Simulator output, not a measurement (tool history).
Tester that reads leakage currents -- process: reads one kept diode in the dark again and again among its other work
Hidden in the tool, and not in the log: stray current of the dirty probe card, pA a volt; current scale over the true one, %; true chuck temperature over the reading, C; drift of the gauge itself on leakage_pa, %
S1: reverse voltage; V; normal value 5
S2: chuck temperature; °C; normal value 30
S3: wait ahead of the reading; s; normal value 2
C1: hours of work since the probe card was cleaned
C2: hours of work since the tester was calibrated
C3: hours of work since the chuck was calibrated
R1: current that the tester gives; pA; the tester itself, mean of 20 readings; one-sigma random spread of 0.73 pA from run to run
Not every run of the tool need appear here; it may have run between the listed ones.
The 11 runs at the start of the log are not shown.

{"run": 12, "hour": 684.4, "S1": 5, "S2": 32, "S3": 2, "C1": 1573, "C2": 2369, "C3": 433, "R1": 310.3}
{"run": 13, "hour": 749.3, "S1": 5, "S2": 32, "S3": 2, "C1": 1622, "C2": 2418, "C3": 483, "R1": 311.7}
{"run": 14, "hour": 810.0, "S1": 5, "S2": 32, "S3": 2, "C1": 1668, "C2": 2464, "C3": 529, "R1": 313.43}
{"run": 15, "hour": 880.1, "S1": 5, "S2": 32, "S3": 2, "C1": 1722, "C2": 2517, "C3": 582, "R1": 316.88}
{"run": 16, "hour": 980.1, "S1": 5, "S2": 30, "S3": 2, "C1": 1798, "C2": 2593, "C3": 658, "R1": 269.59}
{"run": 17, "hour": 1076.1, "S1": 5, "S2": 30, "S3": 2, "C1": 1871, "C2": 2666, "C3": 731, "R1": 272.66}
{"hour": 1086.1, "done": "probe card cleaned and baked"}
{"hour": 1171.2, "done": "tester calibrated"}
{"run": 18, "hour": 1171.2, "S1": 5, "S2": 30, "S3": 2, "C1": 63, "C2": 0, "C3": 799, "R1": 268.77}
{"run": 19, "hour": 1245.5, "S1": 1.53, "S2": 30, "S3": 2, "C1": 120, "C2": 56, "C3": 856, "R1": 166.81}
{"run": 20, "hour": 1336.3, "S1": 1.53, "S2": 30, "S3": 2, "C1": 189, "C2": 125, "C3": 925, "R1": 167.53}

For run 21, what comes out?
{"hour": 1367.7, "done": "probe card cleaned and baked, once more"}
{"run": 21, "hour": 1416.1, "S1": 13.35, "S2": 28, "S3": 1.09, "C1": 37, "C2": 184, "C3": 983, "R1": "?"}

Logged for run 21: R1 324.25 pA.
Take away the tool's hidden state, keep the run-to-run variation as it was, and the same run would have given R1 299.84 pA.

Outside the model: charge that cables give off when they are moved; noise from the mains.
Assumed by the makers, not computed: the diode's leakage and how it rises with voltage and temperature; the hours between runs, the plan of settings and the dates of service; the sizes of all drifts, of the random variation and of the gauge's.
